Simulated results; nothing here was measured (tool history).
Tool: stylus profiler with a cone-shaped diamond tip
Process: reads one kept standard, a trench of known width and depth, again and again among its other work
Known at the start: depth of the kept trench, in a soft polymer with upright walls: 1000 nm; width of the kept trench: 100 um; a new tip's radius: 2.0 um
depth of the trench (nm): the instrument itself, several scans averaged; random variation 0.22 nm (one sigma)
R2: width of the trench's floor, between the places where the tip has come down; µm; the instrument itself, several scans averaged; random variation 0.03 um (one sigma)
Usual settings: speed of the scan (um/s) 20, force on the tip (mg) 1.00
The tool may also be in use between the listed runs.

run 1 hour=0.0 | speed_of_the_scan_(um/s)=20 force_on_the_tip_(mg)=1.00 | depth_of_the_trench_(nm)=1004.60 R2=95.10
run 2 hour=36.5 | speed_of_the_scan_(um/s)=20 force_on_the_tip_(mg)=1.00 | depth_of_the_trench_(nm)=1004.56 R2=95.07
run 3 hour=58.7 | speed_of_the_scan_(um/s)=65 force_on_the_tip_(mg)=1.00 | depth_of_the_trench_(nm)=1004.15 R2=94.82
run 4 hour=91.2 | speed_of_the_scan_(um/s)=20 force_on_the_tip_(mg)=1.00 | depth_of_the_trench_(nm)=1004.48 R2=95.06
run 5 hour=120.2 | speed_of_the_scan_(um/s)=20 force_on_the_tip_(mg)=1.00 | depth_of_the_trench_(nm)=1003.66 R2=95.05
-- hour=123.1 height scale calibrated on a step standard
run 6 hour=156.0 | speed_of_the_scan_(um/s)=20 force_on_the_tip_(mg)=0.75 | depth_of_the_trench_(nm)=1000.65 R2=94.99
run 7 hour=181.1 | speed_of_the_scan_(um/s)=12 force_on_the_tip_(mg)=0.75 | depth_of_the_trench_(nm)=999.94 R2=95.04
run 8 hour=203.4 | speed_of_the_scan_(um/s)=14 force_on_the_tip_(mg)=1.12 | depth_of_the_trench_(nm)=1002.05 R2=94.98
run 9 hour=232.8 | speed_of_the_scan_(um/s)=24 force_on_the_tip_(mg)=2.81 | depth_of_the_trench_(nm)=1009.06 R2=94.97

The next listed run, before its measurement:
run 10 hour=265.4 | speed_of_the_scan_(um/s)=38 force_on_the_tip_(mg)=1.00 | depth_of_the_trench_(nm)=? R2=?

depth of the trench (nm): 1001.47
R2: 94.83 µm
Without the tool's hidden state the same run would have given depth of the trench (nm) 1007.78, R2 96.35 µm.
